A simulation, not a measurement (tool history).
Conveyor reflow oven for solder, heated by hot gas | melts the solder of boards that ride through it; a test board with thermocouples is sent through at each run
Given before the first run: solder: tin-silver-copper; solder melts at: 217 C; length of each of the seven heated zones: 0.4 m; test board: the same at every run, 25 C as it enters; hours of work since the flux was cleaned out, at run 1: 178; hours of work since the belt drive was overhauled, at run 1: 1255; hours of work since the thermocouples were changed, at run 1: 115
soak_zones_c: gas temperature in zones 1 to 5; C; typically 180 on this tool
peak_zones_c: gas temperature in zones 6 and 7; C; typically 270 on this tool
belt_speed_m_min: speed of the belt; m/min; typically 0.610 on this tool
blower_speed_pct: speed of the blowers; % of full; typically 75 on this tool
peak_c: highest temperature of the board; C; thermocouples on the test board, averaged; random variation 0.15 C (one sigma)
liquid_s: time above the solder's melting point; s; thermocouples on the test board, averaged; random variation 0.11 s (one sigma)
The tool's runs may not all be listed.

run    hour  soak_zones_c  peak_zones_c  belt_speed_m_min  blower_speed_pct  hours of work since the flux was cleaned out  hours of work since the belt drive was overhauled  hours of work since the thermocouples were changed  peak_c  liquid_s
  1     0.0           180           270             0.610                75                                           178                                               1255                                                 115   259.0      67.4
  2    60.4           180           270             0.610                75                                           219                                               1296                                                 155   258.5      67.3
      117.2  -- flux residue cleaned out of gas plates and filters
  3   117.2           180           270             0.610                75                                             0                                               1330                                                 190   260.4      68.5
  4   190.2           180           270             0.610                75                                            49                                               1379                                                 239   260.4      68.2
  5   269.2           180           270             0.610                75                                           102                                               1432                                                 292   260.0      67.8
  6   348.3           180           270             0.610                85                                           155                                               1485                                                 345   260.6      68.5
  7   381.3           169           270             0.610                75                                           177                                               1508                                                 367   258.0      62.9
  8   431.4           169           270             0.610                75                                           211                                               1541                                                 401   257.9      62.6
  9   487.3           169           270             0.610                75                                           248                                               1579                                                 438   257.4      62.7
      500.1  -- flux residue cleaned out of gas plates and filters
 10   564.1           180           270             0.610                75                                            43                                               1627                                                 486   260.6      68.7
 11   627.4           180           270             0.610                75                                            85                                               1669                                                 529   260.6      68.8
 12   700.8           180           270             0.610                75                                           135                                               1718                                                 578   260.5      68.3
      739.1  -- belt drive overhauled, speed set with a stopwatch
 13   761.9           180           270             0.610                75                                           173                                                 15                                                 616   260.0      68.7
 14   842.0           180           267             0.610                75                                           227                                                 69                                                 670   257.2      67.0
 15   875.2           180           270             0.576                75                                           249                                                 91                                                 692   261.3      73.6
      889.0  -- flux residue cleaned out of gas plates and filters
 16   925.2           181           280             0.625                61                                            24                                                121                                                 722   268.5      71.3
 17   987.2           181           280             0.625                61                                            66                                                163                                                 764   268.6      71.2
 18  1055.1           190           265             0.707                55                                           111                                                208                                                 810   251.8      57.3
     1069.4  -- belt drive overhauled, speed set with a stopwatch, once more
 19  1123.1           180           282             0.537                75                                           154                                                 36                                                 852   274.3      84.0
 20  1178.7           180           282             0.537                75                                           192                                                 73                                                 890   274.5      83.9
 21  1238.1           180           282             0.537                65                                           231                                                113                                                 930   273.2      83.4
     1246.7  -- thermocouples of zones 6 and 7 changed
     1279.1  -- flux residue cleaned out of gas plates and filters
 22  1282.0           178           270             0.691                70                                             2                                                138                                                  20   256.1      56.2
 23  1318.9           193           278             0.693                87                                            27                                                163                                                  45   267.1      66.4
 24  1385.2           180           264             0.610                75                                            71                                                207                                                  90   254.6      64.4
 25  1437.7           180           264             0.610                75                                           106                                                242                                                 125   254.3      63.9
 26  1501.1           180           264             0.610                75                                           149                                                285                                                 167   254.1      63.6
 27  1580.3           190           284             0.610                75                                           202                                                338                                                 220   273.5      77.1
 28  1653.6           167           264             0.610                80                                           251                                                387                                                 269   252.1      57.8
     1664.4  -- flux residue cleaned out of gas plates and filters
 29  1695.7           167           264             0.610                80                                            21                                                412                                                 294   254.3      59.9

What if the next run were any one of these 3? Each begins from the tool's condition after run 29:
  A  1757.2           174           270             0.720                75                                            62                                                453                                                 336       ?         ?
  B  1757.2           167           280             0.610                80                                            62                                                453                                                 336       ?         ?
  C  1757.2           187           270             0.577                75                                            62                                                453                                                 336       ?         ?

run  peak_c  liquid_s
  A   255.0      51.7
  B   269.1      67.7
  C   262.9      75.9
Stripped of hidden state, with their random variation kept, the same runs would have yielded:
run  peak_c  liquid_s
  A   254.6      51.4
  B   268.6      67.3
  C   262.2      75.4
